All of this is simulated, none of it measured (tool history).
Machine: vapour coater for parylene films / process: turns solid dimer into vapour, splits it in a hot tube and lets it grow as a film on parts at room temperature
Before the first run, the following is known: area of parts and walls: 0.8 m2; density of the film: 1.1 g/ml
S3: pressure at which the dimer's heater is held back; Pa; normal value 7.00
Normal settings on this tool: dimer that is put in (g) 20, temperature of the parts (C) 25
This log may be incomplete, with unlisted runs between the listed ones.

run 1 hour=0.0 | dimer_that_is_put_in_(g)=20 temperature_of_the_parts_(C)=25 S3=7.00 | thickness_of_the_film_(µm)=15.77
run 2 hour=31.3 | dimer_that_is_put_in_(g)=20 temperature_of_the_parts_(C)=25 S3=7.00 | thickness_of_the_film_(µm)=16.07
-- hour=37.7 trap's valve overhauled
run 3 hour=57.8 | dimer_that_is_put_in_(g)=20 temperature_of_the_parts_(C)=25 S3=7.00 | thickness_of_the_film_(µm)=16.08
run 4 hour=80.8 | dimer_that_is_put_in_(g)=17 temperature_of_the_parts_(C)=25 S3=7.00 | thickness_of_the_film_(µm)=13.58
run 5 hour=117.8 | dimer_that_is_put_in_(g)=20 temperature_of_the_parts_(C)=17 S3=7.00 | thickness_of_the_film_(µm)=20.90
run 6 hour=148.8 | dimer_that_is_put_in_(g)=20 temperature_of_the_parts_(C)=17 S3=7.00 | thickness_of_the_film_(µm)=20.66
run 7 hour=194.7 | dimer_that_is_put_in_(g)=20 temperature_of_the_parts_(C)=17 S3=7.00 | thickness_of_the_film_(µm)=20.94
run 8 hour=230.0 | dimer_that_is_put_in_(g)=20 temperature_of_the_parts_(C)=17 S3=7.00 | thickness_of_the_film_(µm)=21.15
run 9 hour=252.9 | dimer_that_is_put_in_(g)=20 temperature_of_the_parts_(C)=17 S3=7.00 | thickness_of_the_film_(µm)=20.71
run 10 hour=286.7 | dimer_that_is_put_in_(g)=20 temperature_of_the_parts_(C)=17 S3=7.00 | thickness_of_the_film_(µm)=21.01
run 11 hour=322.0 | dimer_that_is_put_in_(g)=20 temperature_of_the_parts_(C)=20 S3=4.45 | thickness_of_the_film_(µm)=20.57
run 12 hour=344.3 | dimer_that_is_put_in_(g)=20 temperature_of_the_parts_(C)=27 S3=5.52 | thickness_of_the_film_(µm)=15.55
run 13 hour=387.1 | dimer_that_is_put_in_(g)=20 temperature_of_the_parts_(C)=31 S3=7.00 | thickness_of_the_film_(µm)=13.00
run 14 hour=418.8 | dimer_that_is_put_in_(g)=12 temperature_of_the_parts_(C)=26 S3=3.11 | thickness_of_the_film_(µm)=10.51
run 15 hour=443.5 | dimer_that_is_put_in_(g)=20 temperature_of_the_parts_(C)=25 S3=11.38 | thickness_of_the_film_(µm)=14.47
run 16 hour=486.7 | dimer_that_is_put_in_(g)=8 temperature_of_the_parts_(C)=30 S3=7.45 | thickness_of_the_film_(µm)=5.34
run 17 hour=525.7 | dimer_that_is_put_in_(g)=12 temperature_of_the_parts_(C)=19 S3=7.45 | thickness_of_the_film_(µm)=11.71
run 18 hour=556.5 | dimer_that_is_put_in_(g)=12 temperature_of_the_parts_(C)=19 S3=7.45 | thickness_of_the_film_(µm)=11.44
run 19 hour=593.9 | dimer_that_is_put_in_(g)=12 temperature_of_the_parts_(C)=19 S3=7.45 | thickness_of_the_film_(µm)=11.62

Predict each of these 5 candidate next runs independently; none follows another, all start after run 19:
run A hour=617.6 | dimer_that_is_put_in_(g)=12 temperature_of_the_parts_(C)=19 S3=8.25 | thickness_of_the_film_(µm)=?
run B hour=617.6 | dimer_that_is_put_in_(g)=10 temperature_of_the_parts_(C)=24 S3=2.75 | thickness_of_the_film_(µm)=?
run C hour=617.6 | dimer_that_is_put_in_(g)=20 temperature_of_the_parts_(C)=20 S3=7.00 | thickness_of_the_film_(µm)=?
run D hour=617.6 | dimer_that_is_put_in_(g)=20 temperature_of_the_parts_(C)=23 S3=7.00 | thickness_of_the_film_(µm)=?
run E hour=617.6 | dimer_that_is_put_in_(g)=8 temperature_of_the_parts_(C)=30 S3=9.21 | thickness_of_the_film_(µm)=?

run=A thickness_of_the_film_(µm)=11.31
run=B thickness_of_the_film_(µm)=9.78
run=C thickness_of_the_film_(µm)=18.90
run=D thickness_of_the_film_(µm)=16.78
run=E thickness_of_the_film_(µm)=5.15
Without the tool's hidden state the same runs would have given:
run=A thickness_of_the_film_(µm)=11.38
run=B thickness_of_the_film_(µm)=9.83
run=C thickness_of_the_film_(µm)=19.01
run=D thickness_of_the_film_(µm)=16.88
run=E thickness_of_the_film_(µm)=5.18

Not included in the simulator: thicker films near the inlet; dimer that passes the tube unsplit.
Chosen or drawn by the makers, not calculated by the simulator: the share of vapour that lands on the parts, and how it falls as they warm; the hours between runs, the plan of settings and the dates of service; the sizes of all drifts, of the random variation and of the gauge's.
